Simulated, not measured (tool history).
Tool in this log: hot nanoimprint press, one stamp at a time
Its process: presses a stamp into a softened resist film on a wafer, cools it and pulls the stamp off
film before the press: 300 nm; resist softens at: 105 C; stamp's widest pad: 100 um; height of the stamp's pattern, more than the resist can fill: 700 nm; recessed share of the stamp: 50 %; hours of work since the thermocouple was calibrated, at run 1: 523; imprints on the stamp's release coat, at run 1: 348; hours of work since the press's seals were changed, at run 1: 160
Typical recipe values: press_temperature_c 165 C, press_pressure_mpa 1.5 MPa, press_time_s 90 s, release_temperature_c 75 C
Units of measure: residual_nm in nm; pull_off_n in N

run   hour  press_temperature_c  press_pressure_mpa  press_time_s  release_temperature_c  hours of work since the thermocouple was calibrated  imprints on the stamp's release coat  hours of work since the press's seals were changed  residual_nm  pull_off_n
  1      0                  165                 1.5            90                     75                                                  523                                   348                                                 160        159.2         147
  2   20.8                  165                 1.5            90                     75                                                  535                                   400                                                 171        159.5         148
  3   34.5                  165                 1.5            90                     75                                                  542                                   434                                                 178        159.9         153
  4   49.3                  165                 1.5            90                     75                                                  550                                   471                                                 186        158.8         155
  5     70                  165                 1.5            90                     75                                                  562                                   522                                                 198        160.8         153
  6   84.3                  165                 1.5            90                     75                                                  569                                   557                                                 205        159.9         156
  7   94.6                  165                 1.5            90                     75                                                  575                                   583                                                 211        159.6         151
  8    107                  165                 1.5            90                     75                                                  582                                   614                                                 218        159.6         155
     124.5  -- plate thermocouple calibrated
  9  126.9                  165                 1.5            90                     75                                                    1                                   656                                                 227        174.8         173
 10  145.5                  165                 1.5            90                     75                                                   11                                   702                                                 237        175.1         163
 11  160.7                  159                 1.5            90                     75                                                   20                                   739                                                 245        211.2         178
 12  177.7                  159                 1.5            90                     75                                                   29                                   782                                                 255        209.6         176
 13  187.8                  165                 1.5           143                     75                                                   35                                   807                                                 260        148.1         172
 14  199.8                  165                1.63           143                     75                                                   41                                   836                                                 267        143.5         181
 15  209.2                  165                1.63           143                     75                                                   46                                   860                                                 272          144         175
 16  226.3                  165                 1.5            58                     75                                                   56                                   902                                                 281        195.8         175
 17  239.6                  168                 1.5           120                     81                                                   63                                   935                                                 288          141         150
 18  253.5                  168                 1.5           120                     81                                                   70                                   970                                                 296          142         150

What does the tool deliver on the next run?
 19  272.5                  168                1.91           120                     64                                                   81                                  1017                                                 306            ?           ?

{"run 19": {"residual_nm": 128.4, "pull_off_n": 223}}
On a tool with no hidden condition, and with the same random variation, this run would have come out at residual_nm 127.9 nm, pull_off_n 189 N.
